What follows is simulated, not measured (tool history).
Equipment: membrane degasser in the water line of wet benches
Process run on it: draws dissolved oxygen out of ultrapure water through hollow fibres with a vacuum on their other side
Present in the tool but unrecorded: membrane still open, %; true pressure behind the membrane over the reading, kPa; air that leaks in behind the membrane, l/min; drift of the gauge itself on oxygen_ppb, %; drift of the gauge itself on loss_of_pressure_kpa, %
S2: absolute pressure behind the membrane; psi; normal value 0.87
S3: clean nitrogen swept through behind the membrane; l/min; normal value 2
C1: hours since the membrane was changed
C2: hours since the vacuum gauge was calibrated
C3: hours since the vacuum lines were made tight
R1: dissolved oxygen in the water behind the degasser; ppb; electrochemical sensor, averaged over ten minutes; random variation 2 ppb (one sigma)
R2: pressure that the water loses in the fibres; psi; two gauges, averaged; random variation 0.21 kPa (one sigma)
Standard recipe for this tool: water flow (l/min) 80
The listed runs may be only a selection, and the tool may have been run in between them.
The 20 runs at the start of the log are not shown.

Run 21, hour 677.3: usual settings but water flow (l/min) 95, S2 1.07 psi, S3 2.68 l/min; C1 1102; C2 6917; C3 11100. Result: R1 334.1 ppb, R2 7.999 psi.
Run 22, hour 717.4: usual settings but water flow (l/min) 54, S2 0.988 psi, S3 1.07 l/min; C1 1142; C2 6957; C3 11140. Result: R1 337.2 ppb, R2 4.569 psi.
Run 23, hour 759.4: usual settings but water flow (l/min) 84, S2 0.847 psi; C1 1184; C2 6999; C3 11182. Result: R1 232.7 ppb, R2 7.113 psi.
Run 24, hour 787.3: usual settings but water flow (l/min) 84, S2 0.847 psi; C1 1212; C2 7027; C3 11210. Result: R1 237 ppb, R2 7.065 psi.
Run 25, hour 807: usual settings but water flow (l/min) 84, S2 0.847 psi; C1 1232; C2 7047; C3 11229. Result: R1 241.2 ppb, R2 7.136 psi.
Run 26, hour 843.6: usual settings but S3 4.32 l/min; C1 1268; C2 7083; C3 11266. Result: R1 133.6 ppb, R2 6.763 psi.
Run 27, hour 869.6: usual settings but water flow (l/min) 122, S2 0.664 psi, S3 1.76 l/min; C1 1294; C2 7109; C3 11292. Result: R1 263.3 ppb, R2 10.308 psi.
Run 28, hour 897.4: usual settings but S2 0.989 psi; C1 1322; C2 7137; C3 11320. Result: R1 296.4 ppb, R2 6.724 psi.
Run 29, hour 934.5: usual settings but water flow (l/min) 88, S2 0.989 psi, S3 0.89 l/min; C1 1359; C2 7174; C3 11357. Result: R1 557.3 ppb, R2 7.419 psi.
Run 30, hour 967.1: usual settings but water flow (l/min) 88, S2 0.989 psi, S3 0.89 l/min; C1 1392; C2 7207; C3 11389. Result: R1 557.4 ppb, R2 7.448 psi.
Run 31, hour 999: usual settings but water flow (l/min) 51, S2 1.321 psi; C1 1424; C2 7239; C3 11421. Result: R1 315.1 ppb, R2 4.286 psi.

Below are 4 alternative next runs, each starting from the tool's condition after run 31. Predict each:
Run A, hour 1035.2: usual settings but water flow (l/min) 63, S2 0.947 psi, S3 2.25 l/min; C1 1460; C2 7275; C3 11458. Result: R1 ?, R2 ?.
Run B, hour 1035.2: usual settings but water flow (l/min) 76, S2 1.585 psi, S3 1.37 l/min; C1 1460; C2 7275; C3 11458. Result: R1 ?, R2 ?.
Run C, hour 1035.2: usual settings but water flow (l/min) 92, S2 1.321 psi, S3 1.21 l/min; C1 1460; C2 7275; C3 11458. Result: R1 ?, R2 ?.
Run D, hour 1035.2: usual settings but water flow (l/min) 65, S2 0.641 psi, S3 1.07 l/min; C1 1460; C2 7275; C3 11458. Result: R1 ?, R2 ?.

run     R1     R2
  A  204.7  5.342
  B  751.5  6.422
  C  748.9  7.739
  D  140.2  5.536
Stripped of hidden state, with their random variation kept, the same runs would have yielded:
run     R1     R2
  A  204.5   5.34
  B  751.3  6.422
  C  748.6  7.739
  D  139.9  5.536
